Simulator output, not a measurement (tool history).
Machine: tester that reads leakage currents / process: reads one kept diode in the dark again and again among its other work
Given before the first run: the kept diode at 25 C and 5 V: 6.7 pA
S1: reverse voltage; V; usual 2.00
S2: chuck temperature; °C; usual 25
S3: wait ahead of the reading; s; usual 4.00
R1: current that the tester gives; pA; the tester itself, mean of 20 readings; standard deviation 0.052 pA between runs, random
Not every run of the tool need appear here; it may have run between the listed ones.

{"run": 1, "hour": 0.0, "S1": 2.0, "S2": 25, "S3": 4.0, "R1": 9.33}
{"run": 2, "hour": 56.0, "S1": 3.41, "S2": 25, "S3": 4.0, "R1": 14.16}
{"run": 3, "hour": 100.5, "S1": 2.0, "S2": 25, "S3": 4.0, "R1": 9.51}
{"run": 4, "hour": 138.4, "S1": 2.0, "S2": 25, "S3": 4.0, "R1": 9.5}
{"run": 5, "hour": 188.3, "S1": 2.0, "S2": 51, "S3": 4.0, "R1": 49.76}
{"run": 6, "hour": 250.1, "S1": 2.0, "S2": 25, "S3": 4.0, "R1": 9.86}
{"run": 7, "hour": 277.4, "S1": 2.0, "S2": 25, "S3": 4.0, "R1": 9.86}
{"run": 8, "hour": 317.2, "S1": 2.0, "S2": 25, "S3": 4.0, "R1": 9.99}
{"run": 9, "hour": 374.6, "S1": 2.0, "S2": 25, "S3": 4.0, "R1": 10.12}
{"run": 10, "hour": 410.7, "S1": 2.0, "S2": 25, "S3": 4.0, "R1": 10.2}
{"run": 11, "hour": 446.4, "S1": 2.0, "S2": 25, "S3": 4.0, "R1": 10.13}
{"run": 12, "hour": 481.4, "S1": 2.0, "S2": 25, "S3": 3.31, "R1": 10.38}
{"hour": 486.6, "done": "chuck's temperature calibrated"}
{"run": 13, "hour": 537.3, "S1": 2.0, "S2": 25, "S3": 4.0, "R1": 9.7}
{"run": 14, "hour": 581.0, "S1": 2.0, "S2": 25, "S3": 4.0, "R1": 9.88}
{"run": 15, "hour": 630.7, "S1": 2.0, "S2": 27, "S3": 4.0, "R1": 10.82}
{"run": 16, "hour": 684.3, "S1": 2.0, "S2": 27, "S3": 4.0, "R1": 11.0}
{"run": 17, "hour": 727.7, "S1": 13.14, "S2": 25, "S3": 4.0, "R1": 48.63}
{"hour": 794.8, "done": "probe card cleaned and baked"}
{"run": 18, "hour": 794.8, "S1": 13.14, "S2": 25, "S3": 4.0, "R1": 11.92}
{"run": 19, "hour": 828.9, "S1": 13.14, "S2": 25, "S3": 4.0, "R1": 12.27}
{"run": 20, "hour": 871.0, "S1": 2.0, "S2": 33, "S3": 4.0, "R1": 9.67}
{"run": 21, "hour": 936.1, "S1": 2.0, "S2": 33, "S3": 4.0, "R1": 9.83}
{"run": 22, "hour": 1000.0, "S1": 1.42, "S2": 29, "S3": 3.27, "R1": 5.97}
{"run": 23, "hour": 1026.1, "S1": 3.14, "S2": 25, "S3": 4.0, "R1": 6.37}
{"run": 24, "hour": 1062.9, "S1": 12.99, "S2": 45, "S3": 3.49, "R1": 71.05}
{"run": 25, "hour": 1105.0, "S1": 2.0, "S2": 33, "S3": 7.63, "R1": 10.3}
{"hour": 1112.0, "done": "tester calibrated"}
{"run": 26, "hour": 1169.5, "S1": 2.0, "S2": 33, "S3": 7.63, "R1": 10.34}
{"run": 27, "hour": 1212.8, "S1": 9.17, "S2": 33, "S3": 7.63, "R1": 23.98}
{"run": 28, "hour": 1275.2, "S1": 1.69, "S2": 25, "S3": 4.0, "R1": 5.03}
{"run": 29, "hour": 1326.7, "S1": 2.05, "S2": 25, "S3": 2.21, "R1": 5.79}
{"run": 30, "hour": 1368.1, "S1": 2.0, "S2": 36, "S3": 0.95, "R1": 14.06}
{"run": 31, "hour": 1412.5, "S1": 1.15, "S2": 59, "S3": 4.0, "R1": 64.65}
{"run": 32, "hour": 1443.6, "S1": 1.15, "S2": 39, "S3": 4.68, "R1": 13.49}
{"hour": 1480.2, "done": "tester calibrated, once more"}
{"run": 33, "hour": 1490.5, "S1": 6.75, "S2": 39, "S3": 4.68, "R1": 34.53}
{"run": 34, "hour": 1554.0, "S1": 6.75, "S2": 39, "S3": 4.68, "R1": 35.31}
{"hour": 1580.1, "done": "chuck's temperature calibrated"}
{"run": 35, "hour": 1591.9, "S1": 2.0, "S2": 25, "S3": 2.69, "R1": 5.51}
{"run": 36, "hour": 1648.8, "S1": 3.09, "S2": 54, "S3": 2.26, "R1": 66.2}
{"run": 37, "hour": 1687.6, "S1": 3.09, "S2": 54, "S3": 2.26, "R1": 66.91}
{"run": 38, "hour": 1719.8, "S1": 3.09, "S2": 54, "S3": 2.26, "R1": 67.23}
{"run": 39, "hour": 1753.8, "S1": 3.09, "S2": 54, "S3": 2.26, "R1": 67.52}

How would selected steps in R1 from run to run divide? Give the signed amount a tool lacking its hidden state would still show from settings, what came in and random variation, and the signed amount left for the hidden state, including any gauge scatter that is not in both of the compared results.
Hidden state present: stray current of the dirty probe card, pA a volt; current scale over the true one, %; true chuck temperature over the reading, C; drift of the gauge itself on leakage_pa, %.
Run 16 -> 17: S1 2.00 -> 13.14, S2 27 -> 25. R1 +37.63 pA: hidden state +31.56, all else +6.07.
Run 17 -> 18: probe card cleaned and baked. R1 -36.71 pA: hidden state -36.76, all else +0.05.
Run 23 -> 24: S1 3.14 -> 12.99, S2 25 -> 45, S3 4.00 -> 3.49. R1 +64.68 pA: hidden state +6.37, all else +58.31.
Run 24 -> 25: S1 12.99 -> 2.00, S2 45 -> 33, S3 3.49 -> 7.63. R1 -60.75 pA: hidden state -6.12, all else -54.63.
Run 34 -> 35: S1 6.75 -> 2.00, S2 39 -> 25, S3 4.68 -> 2.69, chuck's temperature calibrated. R1 -29.80 pA: hidden state -6.41, all else -23.39.
Run 35 -> 36: S1 2.00 -> 3.09, S2 25 -> 54, S3 2.69 -> 2.26. R1 +60.69 pA: hidden state +1.16, all else +59.53.
